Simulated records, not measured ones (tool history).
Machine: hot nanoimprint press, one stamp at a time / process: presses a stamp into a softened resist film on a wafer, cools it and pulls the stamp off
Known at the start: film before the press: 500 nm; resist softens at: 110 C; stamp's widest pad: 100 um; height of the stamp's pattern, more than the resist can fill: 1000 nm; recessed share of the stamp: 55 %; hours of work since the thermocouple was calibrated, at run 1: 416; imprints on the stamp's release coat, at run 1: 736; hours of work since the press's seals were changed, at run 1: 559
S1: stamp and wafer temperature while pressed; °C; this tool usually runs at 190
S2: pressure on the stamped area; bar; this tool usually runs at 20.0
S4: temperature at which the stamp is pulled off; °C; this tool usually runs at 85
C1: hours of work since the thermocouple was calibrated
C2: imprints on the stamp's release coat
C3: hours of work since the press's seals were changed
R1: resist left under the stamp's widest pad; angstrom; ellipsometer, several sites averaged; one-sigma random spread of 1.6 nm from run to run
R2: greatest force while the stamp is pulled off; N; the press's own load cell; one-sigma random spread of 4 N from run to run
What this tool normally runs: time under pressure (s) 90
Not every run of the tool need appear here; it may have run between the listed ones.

run 1 hour=0.0 | S1=190 S2=20.0 time_under_pressure_(s)=90 S4=85 | C1=416 C2=736 C3=559 | R1=2774 R2=198
-- hour=45.3 plate thermocouple calibrated
run 2 hour=52.0 | S1=190 S2=20.0 time_under_pressure_(s)=90 S4=80 | C1=4 C2=878 C3=589 | R1=2784 R2=217
run 3 hour=99.7 | S1=190 S2=20.0 time_under_pressure_(s)=90 S4=80 | C1=33 C2=1017 C3=618 | R1=2803 R2=225
run 4 hour=139.3 | S1=189 S2=20.0 time_under_pressure_(s)=90 S4=85 | C1=57 C2=1132 C3=642 | R1=2878 R2=199
run 5 hour=187.7 | S1=189 S2=20.0 time_under_pressure_(s)=90 S4=85 | C1=86 C2=1272 C3=672 | R1=2904 R2=193
run 6 hour=241.9 | S1=189 S2=20.0 time_under_pressure_(s)=90 S4=85 | C1=119 C2=1429 C3=705 | R1=2906 R2=191
run 7 hour=273.4 | S1=189 S2=20.0 time_under_pressure_(s)=90 S4=85 | C1=139 C2=1520 C3=724 | R1=2896 R2=201
run 8 hour=319.9 | S1=183 S2=20.0 time_under_pressure_(s)=90 S4=85 | C1=167 C2=1655 C3=752 | R1=3638 R2=192
run 9 hour=354.7 | S1=193 S2=20.0 time_under_pressure_(s)=90 S4=85 | C1=188 C2=1756 C3=773 | R1=2481 R2=207
-- hour=410.1 stamp cleaned and given a new release coat
run 10 hour=410.9 | S1=190 S2=20.0 time_under_pressure_(s)=90 S4=85 | C1=218 C2=2 C3=804 | R1=2791 R2=189
run 11 hour=436.4 | S1=190 S2=20.0 time_under_pressure_(s)=90 S4=87 | C1=234 C2=76 C3=819 | R1=2792 R2=191
run 12 hour=492.9 | S1=190 S2=20.0 time_under_pressure_(s)=90 S4=87 | C1=268 C2=240 C3=853 | R1=2766 R2=189
run 13 hour=545.0 | S1=190 S2=17.5 time_under_pressure_(s)=90 S4=85 | C1=300 C2=391 C3=885 | R1=2920 R2=196
run 14 hour=583.5 | S1=183 S2=20.0 time_under_pressure_(s)=90 S4=82 | C1=323 C2=502 C3=908 | R1=3618 R2=204
run 15 hour=612.3 | S1=183 S2=20.0 time_under_pressure_(s)=90 S4=82 | C1=341 C2=586 C3=926 | R1=3648 R2=197
run 16 hour=656.6 | S1=183 S2=20.0 time_under_pressure_(s)=90 S4=82 | C1=368 C2=715 C3=953 | R1=3688 R2=201
run 17 hour=695.7 | S1=187 S2=31.6 time_under_pressure_(s)=90 S4=85 | C1=391 C2=828 C3=977 | R1=2701 R2=192
run 18 hour=746.4 | S1=187 S2=31.6 time_under_pressure_(s)=90 S4=85 | C1=422 C2=975 C3=1007 | R1=2710 R2=196
-- hour=780.7 plate thermocouple calibrated
run 19 hour=783.5 | S1=199 S2=20.0 time_under_pressure_(s)=90 S4=87 | C1=2 C2=1074 C3=1028 | R1=1889 R2=186
run 20 hour=831.7 | S1=187 S2=20.0 time_under_pressure_(s)=90 S4=85 | C1=31 C2=1213 C3=1057 | R1=3166 R2=198
run 21 hour=883.9 | S1=187 S2=20.0 time_under_pressure_(s)=116 S4=81 | C1=63 C2=1365 C3=1089 | R1=2911 R2=208
run 22 hour=923.3 | S1=187 S2=20.0 time_under_pressure_(s)=116 S4=81 | C1=87 C2=1479 C3=1113 | R1=2949 R2=213
run 23 hour=962.6 | S1=185 S2=16.6 time_under_pressure_(s)=66 S4=84 | C1=110 C2=1593 C3=1137 | R1=3871 R2=204
run 24 hour=991.1 | S1=191 S2=20.0 time_under_pressure_(s)=127 S4=85 | C1=128 C2=1676 C3=1154 | R1=2380 R2=196
run 25 hour=1028.0 | S1=191 S2=20.0 time_under_pressure_(s)=127 S4=85 | C1=150 C2=1783 C3=1177 | R1=2377 R2=196

Here are 4 independent what-if runs from the current tool condition. What would each one return?
-- hour=1072.3 stamp cleaned and given a new release coat
run A hour=1075.8 | S1=202 S2=29.3 time_under_pressure_(s)=78 S4=85 | C1=176 C2=10 C3=1202 | R1=? R2=?
-- hour=1072.3 stamp cleaned and given a new release coat
run B hour=1075.8 | S1=190 S2=18.1 time_under_pressure_(s)=90 S4=85 | C1=176 C2=10 C3=1202 | R1=? R2=?
-- hour=1072.3 stamp cleaned and given a new release coat
run C hour=1075.8 | S1=191 S2=22.1 time_under_pressure_(s)=116 S4=77 | C1=176 C2=10 C3=1202 | R1=? R2=?
-- hour=1072.3 stamp cleaned and given a new release coat
run D hour=1075.8 | S1=186 S2=20.0 time_under_pressure_(s)=127 S4=85 | C1=176 C2=10 C3=1202 | R1=? R2=?

run=A R1=1477 R2=195
run=B R1=2920 R2=194
run=C R1=2378 R2=220
run=D R1=3004 R2=196
Without the tool's hidden state the same runs would have given:
run=A R1=1449 R2=195
run=B R1=2868 R2=194
run=C R1=2336 R2=220
run=D R1=2951 R2=196

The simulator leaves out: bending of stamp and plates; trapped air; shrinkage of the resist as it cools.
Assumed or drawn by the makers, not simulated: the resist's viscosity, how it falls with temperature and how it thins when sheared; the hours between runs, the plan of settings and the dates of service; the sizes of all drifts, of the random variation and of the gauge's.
